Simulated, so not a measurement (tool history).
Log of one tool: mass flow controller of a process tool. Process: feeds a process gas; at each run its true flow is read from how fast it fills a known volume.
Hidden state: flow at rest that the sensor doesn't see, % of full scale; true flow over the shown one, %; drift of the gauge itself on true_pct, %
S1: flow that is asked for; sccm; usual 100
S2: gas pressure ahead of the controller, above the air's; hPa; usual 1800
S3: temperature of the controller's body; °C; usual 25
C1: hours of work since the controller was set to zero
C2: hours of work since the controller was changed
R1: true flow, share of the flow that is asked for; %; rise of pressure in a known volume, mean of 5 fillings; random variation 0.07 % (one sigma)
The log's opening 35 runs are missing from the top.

Run 36, hour 5160.2: usual settings but S1 51 sccm, S2 1600 hPa, S3 32 °C; C1 5023; C2 5023. Result: R1 101.41 %.
Run 37, hour 5357.1: usual settings but S1 73 sccm, S2 2580 hPa, S3 37 °C; C1 5111; C2 5111. Result: R1 102.18 %.
Run 38, hour 5473.5: usual settings but S1 53 sccm, S2 1440 hPa, S3 34 °C; C1 5163; C2 5163. Result: R1 101.50 %.
Run 39, hour 5663.3: usual settings but S2 2410 hPa, S3 24 °C; C1 5247; C2 5247. Result: R1 100.96 %.
Run 40, hour 5798.1: usual settings but S2 2410 hPa, S3 22 °C; C1 5307; C2 5307. Result: R1 100.83 %.
Run 41, hour 5932.8: usual settings but S2 2410 hPa, S3 22 °C; C1 5367; C2 5367. Result: R1 100.88 %.
Run 42, hour 6071.0: usual settings but S1 23 sccm, S2 1810 hPa, S3 29 °C; C1 5428; C2 5428. Result: R1 102.87 %.
Run 43, hour 6179.1: usual settings but S2 1680 hPa, S3 37 °C; C1 5476; C2 5476. Result: R1 102.24 %.

Run 44 is up next; what results do you expect?
Run 44, hour 6365.7: usual settings but S1 45 sccm, S2 1900 hPa, S3 26 °C; C1 5559; C2 5559. Result: R1 ?.

{"run 44": {"R1": 101.36}}
With no hidden state in the tool, this same run would have given R1 97.82 %.
